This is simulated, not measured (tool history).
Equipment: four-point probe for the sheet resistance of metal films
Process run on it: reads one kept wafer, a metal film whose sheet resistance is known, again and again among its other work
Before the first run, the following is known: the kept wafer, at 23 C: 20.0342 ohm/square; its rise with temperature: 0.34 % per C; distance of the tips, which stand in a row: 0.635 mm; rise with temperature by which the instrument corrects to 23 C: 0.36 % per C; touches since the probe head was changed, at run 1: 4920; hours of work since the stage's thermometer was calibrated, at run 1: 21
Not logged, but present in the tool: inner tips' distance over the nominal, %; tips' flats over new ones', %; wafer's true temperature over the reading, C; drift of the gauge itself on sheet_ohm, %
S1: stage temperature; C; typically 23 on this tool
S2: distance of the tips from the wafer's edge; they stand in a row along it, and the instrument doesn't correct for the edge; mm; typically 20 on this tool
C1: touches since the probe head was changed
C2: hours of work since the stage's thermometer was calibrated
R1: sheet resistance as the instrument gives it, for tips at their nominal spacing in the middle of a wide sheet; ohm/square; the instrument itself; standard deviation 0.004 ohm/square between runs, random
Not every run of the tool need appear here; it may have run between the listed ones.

{"run": 1, "hour": 0.0, "S1": 23, "S2": 20, "C1": 4920, "C2": 21, "R1": 20.010478}
{"run": 2, "hour": 12.3, "S1": 23, "S2": 20, "C1": 5274, "C2": 27, "R1": 20.021857}
{"run": 3, "hour": 20.5, "S1": 23, "S2": 20, "C1": 5507, "C2": 31, "R1": 20.011959}
{"run": 4, "hour": 39.7, "S1": 23, "S2": 20, "C1": 6058, "C2": 41, "R1": 20.012741}
{"run": 5, "hour": 58.3, "S1": 28, "S2": 20, "C1": 6592, "C2": 51, "R1": 19.98443}
{"run": 6, "hour": 71.8, "S1": 28, "S2": 20, "C1": 6978, "C2": 58, "R1": 19.985108}
{"run": 7, "hour": 84.8, "S1": 28, "S2": 20, "C1": 7350, "C2": 65, "R1": 19.984182}
{"run": 8, "hour": 95.8, "S1": 28, "S2": 20, "C1": 7667, "C2": 71, "R1": 19.981159}
{"run": 9, "hour": 113.1, "S1": 25, "S2": 22, "C1": 8161, "C2": 80, "R1": 19.997976}
{"run": 10, "hour": 130.7, "S1": 32, "S2": 5, "C1": 8667, "C2": 89, "R1": 20.122575}
{"run": 11, "hour": 142.0, "S1": 19, "S2": 6, "C1": 8989, "C2": 95, "R1": 20.134494}
{"hour": 143.8, "done": "stage's thermometer calibrated"}
{"run": 12, "hour": 159.6, "S1": 28, "S2": 7, "C1": 9480, "C2": 8, "R1": 20.062748}
{"run": 13, "hour": 170.3, "S1": 19, "S2": 29, "C1": 9787, "C2": 14, "R1": 20.029203}
{"run": 14, "hour": 179.4, "S1": 26, "S2": 3, "C1": 10048, "C2": 19, "R1": 20.448665}
{"run": 15, "hour": 187.2, "S1": 32, "S2": 3, "C1": 10273, "C2": 23, "R1": 20.41572}
{"run": 16, "hour": 198.7, "S1": 25, "S2": 7, "C1": 10602, "C2": 29, "R1": 20.078338}

What if the next run were any one of these 4? Each begins from the tool's condition after run 16:
{"run": "A", "hour": 208.7, "S1": 21, "S2": 42, "C1": 10887, "C2": 34, "R1": "?"}
{"run": "B", "hour": 208.7, "S1": 25, "S2": 9, "C1": 10887, "C2": 34, "R1": "?"}
{"run": "C", "hour": 208.7, "S1": 21, "S2": 6, "C1": 10887, "C2": 34, "R1": "?"}
{"run": "D", "hour": 208.7, "S1": 27, "S2": 20, "C1": 10887, "C2": 34, "R1": "?"}

run=A R1=20.010288
run=B R1=20.033296
run=C R1=20.124774
run=D R1=19.985681
Had the tool no hidden state, the same runs would have come out as:
run=A R1=20.047213
run=B R1=20.070345
run=C R1=20.161891
run=D R1=20.022694

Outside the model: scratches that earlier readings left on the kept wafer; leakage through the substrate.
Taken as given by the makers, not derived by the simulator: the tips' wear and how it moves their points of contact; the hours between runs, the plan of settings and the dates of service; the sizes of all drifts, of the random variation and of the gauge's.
